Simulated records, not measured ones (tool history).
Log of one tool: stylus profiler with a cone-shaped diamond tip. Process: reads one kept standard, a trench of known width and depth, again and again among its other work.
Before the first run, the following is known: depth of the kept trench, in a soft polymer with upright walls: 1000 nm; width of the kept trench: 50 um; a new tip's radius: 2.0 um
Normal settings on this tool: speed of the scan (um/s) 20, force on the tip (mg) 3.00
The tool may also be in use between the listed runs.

| run | hour | speed of the scan (um/s) | force on the tip (mg) | depth of the trench (angstrom) | width of the trench's floor (nm) |
|---|---|---|---|---|---|
| 1 | 0.0 | 20 | 3.00 | 10135.4 | 46320 |
| 2 | 33.1 | 54 | 3.00 | 10136.6 | 46220 |
| 3 | 68.3 | 54 | 3.00 | 10135.6 | 46220 |
| 4 | 113.4 | 54 | 3.00 | 10130.8 | 46160 |
| 5 | 155.8 | 54 | 3.00 | 10136.8 | 46160 |
| 6 | 176.8 | 20 | 3.00 | 10132.0 | 46290 |
| 7 | 199.1 | 20 | 3.00 | 10137.8 | 46260 |
| 8 | 227.4 | 20 | 3.00 | 10135.4 | 46250 |
| 9 | 265.2 | 20 | 7.50 | 10274.0 | 46320 |
| 10 | 295.6 | 20 | 7.50 | 10274.7 | 46290 |
| 11 | 330.2 | 20 | 7.50 | 10271.7 | 46230 |
| 12 | 374.9 | 20 | 7.50 | 10271.1 | 46230 |
| 13 | 416.1 | 20 | 7.50 | 10271.8 | 46270 |
| 14 | 452.0 | 20 | 7.50 | 10270.9 | 46210 |
| 15 | 480.1 | 20 | 7.50 | 10269.5 | 46300 |
| 16 | 502.4 | 20 | 3.00 | 10126.3 | 46220 |
|  | 505.8 | height scale calibrated on a step standard |
| 17 | 529.3 | 20 | 3.00 | 10118.8 | 46170 |
| 18 | 553.1 | 20 | 1.31 | 10045.3 | 46210 |
| 19 | 581.9 | 20 | 1.31 | 10046.6 | 46180 |
| 20 | 616.1 | 20 | 1.31 | 10045.9 | 46190 |
| 21 | 657.1 | 20 | 1.31 | 10049.4 | 46100 |
| 22 | 700.3 | 20 | 1.31 | 10045.7 | 46190 |
| 23 | 729.7 | 20 | 1.31 | 10045.3 | 46170 |
| 24 | 752.4 | 74 | 1.27 | 10041.2 | 45910 |
|  | 783.3 | height scale calibrated on a step standard, once more |
| 25 | 797.5 | 74 | 1.27 | 10089.4 | 45890 |
| 26 | 840.2 | 20 | 5.12 | 10234.0 | 46190 |
| 27 | 888.3 | 32 | 1.37 | 10092.1 | 46060 |

Estimate the outcome of run 28 from the log above:
| 28 | 936.7 | 13 | 3.50 | ? | ? |

depth of the trench (angstrom): 10174.8
width of the trench's floor (nm): 46150
With the hidden condition absent and the run-to-run variation left alone, this run would have shown depth of the trench (angstrom) 10183.5, width of the trench's floor (nm) 46480.

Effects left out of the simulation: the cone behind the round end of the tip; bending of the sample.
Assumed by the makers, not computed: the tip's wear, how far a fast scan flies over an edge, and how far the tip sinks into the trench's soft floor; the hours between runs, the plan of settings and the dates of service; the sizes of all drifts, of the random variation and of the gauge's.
